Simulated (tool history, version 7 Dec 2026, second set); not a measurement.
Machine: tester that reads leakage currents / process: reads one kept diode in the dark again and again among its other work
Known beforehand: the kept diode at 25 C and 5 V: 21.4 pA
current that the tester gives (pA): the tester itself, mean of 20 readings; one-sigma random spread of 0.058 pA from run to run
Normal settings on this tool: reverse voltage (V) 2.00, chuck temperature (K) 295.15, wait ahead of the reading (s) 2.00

run    hour  reverse voltage (V)  chuck temperature (K)  wait ahead of the reading (s)  current that the tester gives (pA)
  1     0.0                 2.00                 295.15                           2.00                               10.27
  2   122.8                 5.86                 295.15                           2.00                               20.68
  3   331.8                 5.86                 296.15                           2.00                               23.43
  4   474.7                 2.00                 295.15                           2.00                               11.31
  5   606.8                 2.00                 295.15                           2.00                               11.51
  6   766.3                 2.00                 295.15                           0.63                               12.15
      812.6  -- chuck's temperature calibrated
  7   972.4                 2.00                 295.15                           0.63                               11.73
     1052.5  -- tester calibrated
  8  1110.6                 6.15                 295.15                           2.00                               24.75
  9  1318.4                 6.15                 295.15                           2.00                               25.73
     1387.9  -- probe card cleaned and baked
 10  1447.0                 6.15                 324.15                           2.00                              224.75
 11  1541.9                 6.15                 324.15                           2.00                              226.47
     1711.1  -- tester calibrated, once more
 12  1718.1                 6.15                 324.15                           2.00                              240.43
 13  1856.5                 6.15                 324.15                           2.00                              241.74
     1870.6  -- chuck's temperature calibrated
 14  2019.9                 2.05                 295.15                           2.00                               10.85
 15  2127.3                 2.05                 295.15                           2.00                               11.12
 16  2315.0                 2.05                 295.15                           2.00                               11.43
 17  2477.7                 4.26                 305.15                           3.33                               41.75
 18  2612.5                13.69                 299.15                           9.86                               56.33
 19  2754.5                13.69                 299.15                           9.86                               58.30
 20  2876.2                13.69                 299.15                           9.86                               59.46
     2921.8  -- chuck's temperature calibrated
 21  3052.2                13.69                 299.15                           9.86                               58.68
 22  3226.1                13.69                 299.15                           9.86                               61.37
     3277.7  -- probe card cleaned and baked
 23  3321.2                13.69                 299.15                           9.86                               44.19
 24  3464.8                13.69                 299.15                           9.86                               45.95

Run 25, settings as shown, results not yet in. Your forecast:
 25  3555.5                13.69                 308.15                           3.03                                   ?

current that the tester gives (pA): 101.90
Minus the tool's unlogged condition, the same run would have read current that the tester gives (pA) 95.28.

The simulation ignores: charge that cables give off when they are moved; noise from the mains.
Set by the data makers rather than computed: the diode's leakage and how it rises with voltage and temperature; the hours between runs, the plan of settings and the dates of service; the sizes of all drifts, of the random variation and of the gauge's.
